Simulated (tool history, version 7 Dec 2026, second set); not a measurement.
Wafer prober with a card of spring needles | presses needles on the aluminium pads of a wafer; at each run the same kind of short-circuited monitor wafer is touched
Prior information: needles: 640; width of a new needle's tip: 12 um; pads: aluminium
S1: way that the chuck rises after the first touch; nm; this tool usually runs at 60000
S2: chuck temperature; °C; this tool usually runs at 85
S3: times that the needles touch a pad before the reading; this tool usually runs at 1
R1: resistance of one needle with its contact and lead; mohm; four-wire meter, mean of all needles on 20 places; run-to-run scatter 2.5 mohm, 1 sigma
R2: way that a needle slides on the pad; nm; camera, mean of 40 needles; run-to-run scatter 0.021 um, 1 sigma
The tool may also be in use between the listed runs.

{"run": 1, "day": 0.0, "S1": 60000, "S2": 85, "S3": 1, "R1": 289, "R2": 15180}
{"day": 0.425, "done": "tips cleaned on abrasive film"}
{"day": 1.0, "done": "tips cleaned on abrasive film"}
{"day": 1.712, "done": "tips cleaned on abrasive film"}
{"run": 2, "day": 2.212, "S1": 60000, "S2": 85, "S3": 1, "R1": 286, "R2": 15160}
{"day": 2.358, "done": "tips cleaned on abrasive film"}
{"day": 3.062, "done": "tips cleaned on abrasive film"}
{"day": 3.638, "done": "tips cleaned on abrasive film"}
{"day": 4.338, "done": "tips cleaned on abrasive film"}
{"day": 4.912, "done": "tips cleaned on abrasive film"}
{"run": 3, "day": 4.958, "S1": 60000, "S2": 85, "S3": 1, "R1": 281, "R2": 15180}
{"day": 5.533, "done": "tips cleaned on abrasive film"}
{"day": 6.108, "done": "tips cleaned on abrasive film"}
{"day": 6.825, "done": "tips cleaned on abrasive film"}
{"run": 4, "day": 6.967, "S1": 60000, "S2": 85, "S3": 1, "R1": 286, "R2": 15180}
{"day": 7.529, "done": "tips cleaned on abrasive film"}
{"day": 7.675, "done": "height of the first contact set anew"}
{"day": 8.25, "done": "tips cleaned on abrasive film"}
{"day": 8.95, "done": "tips cleaned on abrasive film"}
{"day": 9.667, "done": "tips cleaned on abrasive film"}
{"run": 5, "day": 9.733, "S1": 60000, "S2": 100, "S3": 1, "R1": 295, "R2": 15180}
{"day": 10.308, "done": "tips cleaned on abrasive film"}
{"day": 10.883, "done": "tips cleaned on abrasive film"}
{"day": 11.458, "done": "tips cleaned on abrasive film"}
{"day": 12.175, "done": "tips cleaned on abrasive film"}
{"run": 6, "day": 12.404, "S1": 60000, "S2": 100, "S3": 1, "R1": 291, "R2": 15200}
{"day": 12.833, "done": "tips cleaned on abrasive film"}
{"day": 13.542, "done": "tips cleaned on abrasive film"}
{"day": 14.117, "done": "tips cleaned on abrasive film"}
{"run": 7, "day": 14.338, "S1": 48000, "S2": 85, "S3": 3, "R1": 287, "R2": 12140}
{"day": 14.771, "done": "tips cleaned on abrasive film"}
{"day": 15.346, "done": "tips cleaned on abrasive film"}
{"day": 15.642, "done": "height of the first contact set anew"}
{"day": 15.933, "done": "tips cleaned on abrasive film"}
{"day": 16.508, "done": "tips cleaned on abrasive film"}
{"run": 8, "day": 16.85, "S1": 48000, "S2": 117, "S3": 2, "R1": 297, "R2": 12140}
{"day": 17.142, "done": "tips cleaned on abrasive film"}
{"day": 17.858, "done": "tips cleaned on abrasive film"}
{"day": 18.433, "done": "tips cleaned on abrasive film"}
{"run": 9, "day": 18.854, "S1": 48000, "S2": 117, "S3": 2, "R1": 302, "R2": 12150}
{"day": 19.142, "done": "tips cleaned on abrasive film"}
{"day": 19.717, "done": "tips cleaned on abrasive film"}
{"day": 20.383, "done": "tips cleaned on abrasive film"}
{"run": 10, "day": 20.383, "S1": 60000, "S2": 85, "S3": 1, "R1": 284, "R2": 15160}

Branching from run 10: 4 alternative next runs. What would each branch give?
{"day": 20.958, "done": "tips cleaned on abrasive film"}
{"day": 21.529, "done": "tips cleaned on abrasive film"}
{"day": 22.104, "done": "tips cleaned on abrasive film"}
{"run": "A", "day": 22.338, "S1": 69000, "S2": 47, "S3": 2, "R1": "?", "R2": "?"}
{"day": 20.958, "done": "tips cleaned on abrasive film"}
{"day": 21.529, "done": "tips cleaned on abrasive film"}
{"day": 22.104, "done": "tips cleaned on abrasive film"}
{"run": "B", "day": 22.338, "S1": 67000, "S2": 29, "S3": 1, "R1": "?", "R2": "?"}
{"day": 20.958, "done": "tips cleaned on abrasive film"}
{"day": 21.529, "done": "tips cleaned on abrasive film"}
{"day": 22.104, "done": "tips cleaned on abrasive film"}
{"run": "C", "day": 22.338, "S1": 78000, "S2": 57, "S3": 1, "R1": "?", "R2": "?"}
{"day": 20.958, "done": "tips cleaned on abrasive film"}
{"day": 21.529, "done": "tips cleaned on abrasive film"}
{"day": 22.104, "done": "tips cleaned on abrasive film"}
{"run": "D", "day": 22.338, "S1": 53000, "S2": 85, "S3": 1, "R1": "?", "R2": "?"}

run=A R1=277 R2=17430
run=B R1=270 R2=16970
run=C R1=278 R2=19760
run=D R1=290 R2=13430
Stripped of hidden state, with their random variation kept, the same runs would have yielded:
run=A R1=277 R2=17430
run=B R1=270 R2=16980
run=C R1=277 R2=19760
run=D R1=289 R2=13430
